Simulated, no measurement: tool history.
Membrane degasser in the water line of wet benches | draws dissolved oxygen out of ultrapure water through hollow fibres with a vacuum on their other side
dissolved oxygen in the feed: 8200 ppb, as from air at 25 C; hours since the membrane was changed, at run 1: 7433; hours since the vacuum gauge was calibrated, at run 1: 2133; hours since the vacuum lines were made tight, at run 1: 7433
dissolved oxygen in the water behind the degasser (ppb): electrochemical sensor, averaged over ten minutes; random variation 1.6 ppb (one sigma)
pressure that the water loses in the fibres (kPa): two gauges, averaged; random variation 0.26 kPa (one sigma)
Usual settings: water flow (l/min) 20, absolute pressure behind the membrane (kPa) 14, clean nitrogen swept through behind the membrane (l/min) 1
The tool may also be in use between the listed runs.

run,hour,water flow (l/min),absolute pressure behind the membrane (kPa),clean nitrogen swept through behind the membrane (l/min),hours since the membrane was changed,hours since the vacuum gauge was calibrated,hours since the vacuum lines were made tight,dissolved oxygen in the water behind the degasser (ppb),pressure that the water loses in the fibres (kPa)
1,0,20,14,1,7433,2133,7433,470.4,71.07
2,123.9,20,14,1,7556,2257,7556,468.8,70.48
3,216,20,14,1,7649,2349,7649,470.5,71.02
4,321.1,20,14,1,7754,2454,7754,473,71.16
5,400.7,20,14,1,7833,2533,7833,473.4,70.97
6,591.5,20,14,0.68,8024,2724,8024,646.3,70.95
7,753.1,30,14,0.68,8186,2886,8186,880.6,106.6
8,890.1,30,14,0.68,8323,3023,8323,879.5,106.43
9,1011.8,30,14,0.68,8444,3144,8444,883.9,106.87
# hour 1030.5: vacuum gauge calibrated
10,1130.6,30,14,0.68,8563,100,8563,886.8,106.41
11,1255.9,24,14,0.68,8688,225,8688,750.1,84.97
12,1414.2,24,14,0.68,8846,384,8846,751.6,85.23
13,1581.7,24,19,0.68,9014,551,9014,1050.3,85.13
14,1665.3,20,14,1,9097,635,9097,482.7,70.62
15,1795.1,20,14,1,9227,765,9227,480.3,71.17
# hour 1877.1: vacuum gauge calibrated, once more
16,1942.3,20,14,1,9374,65,9374,464.2,71.16
17,2043.9,20,14,1,9475,167,9475,471.5,71.41
18,2160,20,14,1,9592,283,9592,468.3,71.35
19,2325,20,14,1,9757,448,9757,472.6,71.62
20,2412.5,20,14,1,9844,535,9844,471.2,71.18
21,2560.9,17,24.6,1,9993,684,9993,779.3,60.54
22,2667.5,22,16.8,1,10099,790,10099,629.6,78.51
23,2763.2,20,14,0.8,10195,886,10195,562.6,71.35
24,2938.4,24,14,2.47,10370,1061,10370,254.6,85.59
25,3135.7,13,20,1.21,10567,1259,10567,424.2,46.67

The next listed run, before its measurement:
# hour 3248.9: seals of the vacuum lines changed
26,3248.9,13,20,2.25,10678,1370,0,?,?

Run 26 gave dissolved oxygen in the water behind the degasser (ppb) 230.4, pressure that the water loses in the fibres (kPa) 46.53.
Without the tool's hidden state the same run would have given dissolved oxygen in the water behind the degasser (ppb) 229.8, pressure that the water loses in the fibres (kPa) 45.18.
